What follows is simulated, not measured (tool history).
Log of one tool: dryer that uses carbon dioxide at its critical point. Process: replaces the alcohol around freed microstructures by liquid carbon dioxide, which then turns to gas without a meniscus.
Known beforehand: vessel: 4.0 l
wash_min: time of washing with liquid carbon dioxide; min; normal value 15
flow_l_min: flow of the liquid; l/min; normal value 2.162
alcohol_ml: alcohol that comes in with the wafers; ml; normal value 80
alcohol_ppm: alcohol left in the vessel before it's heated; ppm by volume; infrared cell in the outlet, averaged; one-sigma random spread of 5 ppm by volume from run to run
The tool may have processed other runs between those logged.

run 1 hour=0 | wash_min=15 flow_l_min=2.162 alcohol_ml=80 | alcohol_ppm=57
run 2 hour=20 | wash_min=15 flow_l_min=2.162 alcohol_ml=80 | alcohol_ppm=62
run 3 hour=42.7 | wash_min=15 flow_l_min=2.162 alcohol_ml=80 | alcohol_ppm=53
run 4 hour=78.1 | wash_min=15 flow_l_min=1.46 alcohol_ml=80 | alcohol_ppm=198
run 5 hour=96.9 | wash_min=15 flow_l_min=1.46 alcohol_ml=80 | alcohol_ppm=193
run 6 hour=127.6 | wash_min=15 flow_l_min=2.162 alcohol_ml=36 | alcohol_ppm=57
run 7 hour=152.6 | wash_min=15 flow_l_min=2.22 alcohol_ml=80 | alcohol_ppm=68
run 8 hour=187.3 | wash_min=15 flow_l_min=2.21 alcohol_ml=80 | alcohol_ppm=73
run 9 hour=223.3 | wash_min=15 flow_l_min=2.162 alcohol_ml=80 | alcohol_ppm=84
run 10 hour=256.4 | wash_min=15 flow_l_min=2.162 alcohol_ml=80 | alcohol_ppm=83
run 11 hour=276.4 | wash_min=15 flow_l_min=2.162 alcohol_ml=80 | alcohol_ppm=84
run 12 hour=308.6 | wash_min=21 flow_l_min=2.16 alcohol_ml=21 | alcohol_ppm=52
run 13 hour=334 | wash_min=21 flow_l_min=2.16 alcohol_ml=21 | alcohol_ppm=54
run 14 hour=369.9 | wash_min=21 flow_l_min=2.02 alcohol_ml=21 | alcohol_ppm=61

The next listed run, before its measurement:
run 15 hour=395.3 | wash_min=19 flow_l_min=1.39 alcohol_ml=31 | alcohol_ppm=?

Run 15 came out at alcohol_ppm 97 ppm by volume.
With the hidden condition absent and the run-to-run variation left alone, this run would have shown alcohol_ppm 16 ppm by volume.
